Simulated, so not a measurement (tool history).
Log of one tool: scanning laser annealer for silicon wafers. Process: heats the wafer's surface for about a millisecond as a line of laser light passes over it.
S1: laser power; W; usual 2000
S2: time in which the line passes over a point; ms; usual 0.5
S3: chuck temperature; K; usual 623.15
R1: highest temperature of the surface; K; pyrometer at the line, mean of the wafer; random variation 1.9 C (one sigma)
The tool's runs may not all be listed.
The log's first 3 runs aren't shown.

run   hour    S1     S2      S3       R1
  4   36.5  2000    0.5  633.15  1441.15
  5   48.4  2000    0.5  633.15  1443.15
  6   58.1  2000    0.5  633.15  1443.15
  7   66.7  2000    0.5  633.15  1443.15
  8   85.7  2000    0.5  623.15  1433.15
  9   98.7  2000    0.5  583.15  1397.15
 10  115.1  2000    0.5  583.15  1394.15
 11  129.3  2000    0.5  583.15  1395.15
 12  137.8  2000    0.5  583.15  1395.15
 13  153.7  2000    0.5  583.15  1391.15
 14  165.9  2157    0.5  623.15  1510.15
 15  184.6  2000    0.5  623.15  1435.15
 16  202.7  2000  0.428  623.15  1366.15
 17  217.2  2000    0.5  623.15  1435.15

The next listed run, before its measurement:
 18  236.1  2000  0.5  623.15   ?

{"run 18": {"R1": 1437.15}}
Without the tool's hidden state the same run would have given R1 1437.15 K.
